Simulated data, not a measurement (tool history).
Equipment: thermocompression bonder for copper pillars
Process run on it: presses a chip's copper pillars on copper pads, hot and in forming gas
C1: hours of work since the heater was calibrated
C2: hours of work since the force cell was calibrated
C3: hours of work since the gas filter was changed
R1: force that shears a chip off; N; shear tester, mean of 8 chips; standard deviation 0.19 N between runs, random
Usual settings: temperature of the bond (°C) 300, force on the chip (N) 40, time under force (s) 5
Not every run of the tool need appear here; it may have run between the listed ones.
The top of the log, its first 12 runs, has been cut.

run 13 day=17.85 | temperature_of_the_bond_(°C)=314 force_on_the_chip_(N)=40 time_under_force_(s)=3 | C1=772 C2=836 C3=102 | R1=37.8
run 14 day=19.408 | temperature_of_the_bond_(°C)=314 force_on_the_chip_(N)=40 time_under_force_(s)=3 | C1=790 C2=854 C3=121 | R1=38.1
run 15 day=20.354 | temperature_of_the_bond_(°C)=314 force_on_the_chip_(N)=40 time_under_force_(s)=3 | C1=801 C2=865 C3=132 | R1=37.8
-- day=21.108 forming gas filter changed
run 16 day=21.179 | temperature_of_the_bond_(°C)=314 force_on_the_chip_(N)=40 time_under_force_(s)=3 | C1=810 C2=875 C3=1 | R1=37.7
run 17 day=22.475 | temperature_of_the_bond_(°C)=300 force_on_the_chip_(N)=40 time_under_force_(s)=3 | C1=825 C2=890 C3=16 | R1=33.7
run 18 day=24.317 | temperature_of_the_bond_(°C)=300 force_on_the_chip_(N)=40 time_under_force_(s)=5 | C1=847 C2=911 C3=37 | R1=40.5
run 19 day=25.408 | temperature_of_the_bond_(°C)=300 force_on_the_chip_(N)=29 time_under_force_(s)=11 | C1=859 C2=924 C3=50 | R1=41.7
run 20 day=26.275 | temperature_of_the_bond_(°C)=300 force_on_the_chip_(N)=36 time_under_force_(s)=6 | C1=869 C2=934 C3=60 | R1=39.6
run 21 day=27.317 | temperature_of_the_bond_(°C)=298 force_on_the_chip_(N)=51 time_under_force_(s)=3 | C1=881 C2=946 C3=72 | R1=40.1
run 22 day=29.008 | temperature_of_the_bond_(°C)=298 force_on_the_chip_(N)=51 time_under_force_(s)=3 | C1=901 C2=966 C3=92 | R1=40.4
run 23 day=30.65 | temperature_of_the_bond_(°C)=328 force_on_the_chip_(N)=40 time_under_force_(s)=3 | C1=920 C2=985 C3=111 | R1=41.4
run 24 day=31.95 | temperature_of_the_bond_(°C)=315 force_on_the_chip_(N)=31 time_under_force_(s)=8 | C1=935 C2=1000 C3=126 | R1=43.8
-- day=33.221 forming gas filter changed
run 25 day=33.517 | temperature_of_the_bond_(°C)=292 force_on_the_chip_(N)=57 time_under_force_(s)=10 | C1=953 C2=1018 C3=3 | R1=59.4
run 26 day=34.862 | temperature_of_the_bond_(°C)=292 force_on_the_chip_(N)=57 time_under_force_(s)=10 | C1=969 C2=1034 C3=19 | R1=59.2
run 27 day=35.875 | temperature_of_the_bond_(°C)=286 force_on_the_chip_(N)=49 time_under_force_(s)=13 | C1=981 C2=1045 C3=31 | R1=56.2
run 28 day=37.083 | temperature_of_the_bond_(°C)=300 force_on_the_chip_(N)=47 time_under_force_(s)=6 | C1=995 C2=1059 C3=45 | R1=48.3
run 29 day=38.538 | temperature_of_the_bond_(°C)=300 force_on_the_chip_(N)=34 time_under_force_(s)=5 | C1=1012 C2=1076 C3=62 | R1=35.7
run 30 day=39.912 | temperature_of_the_bond_(°C)=274 force_on_the_chip_(N)=50 time_under_force_(s)=10 | C1=1028 C2=1092 C3=78 | R1=48.7
run 31 day=41.529 | temperature_of_the_bond_(°C)=300 force_on_the_chip_(N)=52 time_under_force_(s)=5 | C1=1046 C2=1111 C3=97 | R1=48.7
run 32 day=42.854 | temperature_of_the_bond_(°C)=300 force_on_the_chip_(N)=33 time_under_force_(s)=11 | C1=1062 C2=1127 C3=112 | R1=45.1
run 33 day=44.758 | temperature_of_the_bond_(°C)=300 force_on_the_chip_(N)=33 time_under_force_(s)=11 | C1=1084 C2=1149 C3=134 | R1=45.2
-- day=45.375 forming gas filter changed
run 34 day=46.458 | temperature_of_the_bond_(°C)=279 force_on_the_chip_(N)=40 time_under_force_(s)=3 | C1=1104 C2=1168 C3=13 | R1=27.4
run 35 day=47.45 | temperature_of_the_bond_(°C)=279 force_on_the_chip_(N)=42 time_under_force_(s)=8 | C1=1115 C2=1180 C3=24 | R1=41.4
run 36 day=49.242 | temperature_of_the_bond_(°C)=277 force_on_the_chip_(N)=46 time_under_force_(s)=4 | C1=1136 C2=1201 C3=45 | R1=33.9

Predict each of these 4 candidate next runs independently; none follows another, all start after run 36:
run A day=50.392 | temperature_of_the_bond_(°C)=277 force_on_the_chip_(N)=46 time_under_force_(s)=14 | C1=1149 C2=1214 C3=58 | R1=?
run B day=50.392 | temperature_of_the_bond_(°C)=297 force_on_the_chip_(N)=46 time_under_force_(s)=4 | C1=1149 C2=1214 C3=58 | R1=?
run C day=50.392 | temperature_of_the_bond_(°C)=277 force_on_the_chip_(N)=40 time_under_force_(s)=5 | C1=1149 C2=1214 C3=58 | R1=?
run D day=50.392 | temperature_of_the_bond_(°C)=277 force_on_the_chip_(N)=46 time_under_force_(s)=7 | C1=1149 C2=1214 C3=58 | R1=?

run=A R1=51.7
run=B R1=40.3
run=C R1=32.9
run=D R1=41.5
Without the tool's unlogged condition, the same runs would have read:
run=A R1=53
run=B R1=41.4
run=C R1=33.8
run=D R1=42.6
